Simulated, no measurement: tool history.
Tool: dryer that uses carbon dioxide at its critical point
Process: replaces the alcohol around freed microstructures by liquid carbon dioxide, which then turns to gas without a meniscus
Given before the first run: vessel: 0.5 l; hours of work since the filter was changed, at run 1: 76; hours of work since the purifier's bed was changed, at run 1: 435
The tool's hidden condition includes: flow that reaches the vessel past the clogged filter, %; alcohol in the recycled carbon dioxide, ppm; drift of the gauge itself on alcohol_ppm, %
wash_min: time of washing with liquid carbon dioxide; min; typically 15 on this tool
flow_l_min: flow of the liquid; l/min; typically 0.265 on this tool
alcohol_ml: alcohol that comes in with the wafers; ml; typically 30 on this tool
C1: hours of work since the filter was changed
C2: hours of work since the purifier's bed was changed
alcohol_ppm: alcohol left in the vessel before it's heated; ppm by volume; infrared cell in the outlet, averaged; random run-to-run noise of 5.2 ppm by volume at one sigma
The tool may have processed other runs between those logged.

{"run": 1, "hour": 0.0, "wash_min": 15, "flow_l_min": 0.265, "alcohol_ml": 30, "C1": 76, "C2": 435, "alcohol_ppm": 211}
{"run": 2, "hour": 37.1, "wash_min": 15, "flow_l_min": 0.265, "alcohol_ml": 79, "C1": 95, "C2": 454, "alcohol_ppm": 417}
{"run": 3, "hour": 67.0, "wash_min": 15, "flow_l_min": 0.265, "alcohol_ml": 79, "C1": 110, "C2": 469, "alcohol_ppm": 442}
{"run": 4, "hour": 87.2, "wash_min": 15, "flow_l_min": 0.265, "alcohol_ml": 79, "C1": 121, "C2": 480, "alcohol_ppm": 451}
{"run": 5, "hour": 104.2, "wash_min": 15, "flow_l_min": 0.265, "alcohol_ml": 79, "C1": 129, "C2": 488, "alcohol_ppm": 458}
{"run": 6, "hour": 124.1, "wash_min": 15, "flow_l_min": 0.265, "alcohol_ml": 79, "C1": 139, "C2": 499, "alcohol_ppm": 466}
{"run": 7, "hour": 140.9, "wash_min": 15, "flow_l_min": 0.265, "alcohol_ml": 79, "C1": 148, "C2": 507, "alcohol_ppm": 478}
{"run": 8, "hour": 166.0, "wash_min": 15, "flow_l_min": 0.265, "alcohol_ml": 79, "C1": 161, "C2": 520, "alcohol_ppm": 507}
{"run": 9, "hour": 198.3, "wash_min": 15, "flow_l_min": 0.265, "alcohol_ml": 79, "C1": 177, "C2": 536, "alcohol_ppm": 523}
{"run": 10, "hour": 231.4, "wash_min": 15, "flow_l_min": 0.265, "alcohol_ml": 79, "C1": 194, "C2": 553, "alcohol_ppm": 552}
{"run": 11, "hour": 262.9, "wash_min": 15, "flow_l_min": 0.265, "alcohol_ml": 79, "C1": 210, "C2": 569, "alcohol_ppm": 568}
{"run": 12, "hour": 292.4, "wash_min": 15, "flow_l_min": 0.265, "alcohol_ml": 79, "C1": 225, "C2": 584, "alcohol_ppm": 583}
{"run": 13, "hour": 329.4, "wash_min": 15, "flow_l_min": 0.265, "alcohol_ml": 30, "C1": 244, "C2": 603, "alcohol_ppm": 308}
{"run": 14, "hour": 360.1, "wash_min": 19, "flow_l_min": 0.265, "alcohol_ml": 30, "C1": 260, "C2": 619, "alcohol_ppm": 162}
{"run": 15, "hour": 376.9, "wash_min": 19, "flow_l_min": 0.265, "alcohol_ml": 30, "C1": 268, "C2": 627, "alcohol_ppm": 154}
{"run": 16, "hour": 394.5, "wash_min": 19, "flow_l_min": 0.265, "alcohol_ml": 30, "C1": 277, "C2": 636, "alcohol_ppm": 156}
{"run": 17, "hour": 426.0, "wash_min": 15, "flow_l_min": 0.265, "alcohol_ml": 23, "C1": 293, "C2": 652, "alcohol_ppm": 293}
{"run": 18, "hour": 446.0, "wash_min": 15, "flow_l_min": 0.265, "alcohol_ml": 23, "C1": 304, "C2": 663, "alcohol_ppm": 306}
{"run": 19, "hour": 481.2, "wash_min": 15, "flow_l_min": 0.265, "alcohol_ml": 23, "C1": 322, "C2": 681, "alcohol_ppm": 304}
{"run": 20, "hour": 513.5, "wash_min": 15, "flow_l_min": 0.265, "alcohol_ml": 30, "C1": 338, "C2": 697, "alcohol_ppm": 380}
{"run": 21, "hour": 548.2, "wash_min": 15, "flow_l_min": 0.265, "alcohol_ml": 30, "C1": 356, "C2": 715, "alcohol_ppm": 382}
{"hour": 583.5, "done": "inlet filter changed"}
{"run": 22, "hour": 583.5, "wash_min": 15, "flow_l_min": 0.265, "alcohol_ml": 30, "C1": 0, "C2": 732, "alcohol_ppm": 243}
{"run": 23, "hour": 606.4, "wash_min": 15, "flow_l_min": 0.265, "alcohol_ml": 30, "C1": 12, "C2": 744, "alcohol_ppm": 240}
{"run": 24, "hour": 627.7, "wash_min": 15, "flow_l_min": 0.261, "alcohol_ml": 31, "C1": 23, "C2": 755, "alcohol_ppm": 252}
{"run": 25, "hour": 653.9, "wash_min": 15, "flow_l_min": 0.231, "alcohol_ml": 45, "C1": 36, "C2": 768, "alcohol_ppm": 531}
{"run": 26, "hour": 685.3, "wash_min": 15, "flow_l_min": 0.231, "alcohol_ml": 45, "C1": 52, "C2": 784, "alcohol_ppm": 569}
{"run": 27, "hour": 705.3, "wash_min": 15, "flow_l_min": 0.231, "alcohol_ml": 45, "C1": 62, "C2": 794, "alcohol_ppm": 581}
{"run": 28, "hour": 726.6, "wash_min": 15, "flow_l_min": 0.269, "alcohol_ml": 86, "C1": 73, "C2": 805, "alcohol_ppm": 466}
{"run": 29, "hour": 758.7, "wash_min": 15, "flow_l_min": 0.317, "alcohol_ml": 84, "C1": 89, "C2": 822, "alcohol_ppm": 247}
{"run": 30, "hour": 775.5, "wash_min": 12, "flow_l_min": 0.26, "alcohol_ml": 110, "C1": 98, "C2": 830, "alcohol_ppm": 1953}
{"run": 31, "hour": 812.6, "wash_min": 12, "flow_l_min": 0.26, "alcohol_ml": 110, "C1": 117, "C2": 849, "alcohol_ppm": 2042}
{"run": 32, "hour": 846.6, "wash_min": 19, "flow_l_min": 0.262, "alcohol_ml": 74, "C1": 134, "C2": 866, "alcohol_ppm": 245}
{"run": 33, "hour": 880.4, "wash_min": 15, "flow_l_min": 0.21, "alcohol_ml": 20, "C1": 151, "C2": 884, "alcohol_ppm": 533}
{"run": 34, "hour": 898.5, "wash_min": 20, "flow_l_min": 0.331, "alcohol_ml": 30, "C1": 161, "C2": 893, "alcohol_ppm": 167}
{"run": 35, "hour": 931.1, "wash_min": 14, "flow_l_min": 0.376, "alcohol_ml": 21, "C1": 177, "C2": 910, "alcohol_ppm": 182}
{"run": 36, "hour": 955.0, "wash_min": 13, "flow_l_min": 0.185, "alcohol_ml": 37, "C1": 189, "C2": 922, "alcohol_ppm": 2444}
{"run": 37, "hour": 994.4, "wash_min": 13, "flow_l_min": 0.265, "alcohol_ml": 45, "C1": 210, "C2": 942, "alcohol_ppm": 757}
{"run": 38, "hour": 1026.4, "wash_min": 10, "flow_l_min": 0.265, "alcohol_ml": 102, "C1": 226, "C2": 958, "alcohol_ppm": 4594}
{"run": 39, "hour": 1062.8, "wash_min": 10, "flow_l_min": 0.265, "alcohol_ml": 102, "C1": 244, "C2": 977, "alcohol_ppm": 4689}
{"run": 40, "hour": 1081.1, "wash_min": 15, "flow_l_min": 0.166, "alcohol_ml": 30, "C1": 254, "C2": 986, "alcohol_ppm": 2085}
{"run": 41, "hour": 1101.7, "wash_min": 15, "flow_l_min": 0.18, "alcohol_ml": 92, "C1": 264, "C2": 997, "alcohol_ppm": 4482}
{"run": 42, "hour": 1140.4, "wash_min": 12, "flow_l_min": 0.215, "alcohol_ml": 30, "C1": 284, "C2": 1016, "alcohol_ppm": 1889}
{"run": 43, "hour": 1176.5, "wash_min": 13, "flow_l_min": 0.385, "alcohol_ml": 30, "C1": 302, "C2": 1035, "alcohol_ppm": 229}
{"run": 44, "hour": 1209.7, "wash_min": 13, "flow_l_min": 0.385, "alcohol_ml": 30, "C1": 319, "C2": 1052, "alcohol_ppm": 234}
{"run": 45, "hour": 1246.4, "wash_min": 9, "flow_l_min": 0.385, "alcohol_ml": 30, "C1": 338, "C2": 1070, "alcohol_ppm": 649}
{"run": 46, "hour": 1265.5, "wash_min": 15, "flow_l_min": 0.265, "alcohol_ml": 41, "C1": 348, "C2": 1080, "alcohol_ppm": 573}

4 options for the next run, each taken on its own from the tool as it stands now. Forecast them:
{"run": "A", "hour": 1303.0, "wash_min": 15, "flow_l_min": 0.231, "alcohol_ml": 39, "C1": 367, "C2": 1099, "alcohol_ppm": "?"}
{"run": "B", "hour": 1303.0, "wash_min": 15, "flow_l_min": 0.197, "alcohol_ml": 22, "C1": 367, "C2": 1099, "alcohol_ppm": "?"}
{"run": "C", "hour": 1303.0, "wash_min": 15, "flow_l_min": 0.265, "alcohol_ml": 67, "C1": 367, "C2": 1099, "alcohol_ppm": "?"}
{"run": "D", "hour": 1303.0, "wash_min": 14, "flow_l_min": 0.265, "alcohol_ml": 34, "C1": 367, "C2": 1099, "alcohol_ppm": "?"}

run=A alcohol_ppm=992
run=B alcohol_ppm=1123
run=C alcohol_ppm=830
run=D alcohol_ppm=656
Had the tool no hidden state, the same runs would have come out as:
run=A alcohol_ppm=319
run=B alcohol_ppm=426
run=C alcohol_ppm=221
run=D alcohol_ppm=168

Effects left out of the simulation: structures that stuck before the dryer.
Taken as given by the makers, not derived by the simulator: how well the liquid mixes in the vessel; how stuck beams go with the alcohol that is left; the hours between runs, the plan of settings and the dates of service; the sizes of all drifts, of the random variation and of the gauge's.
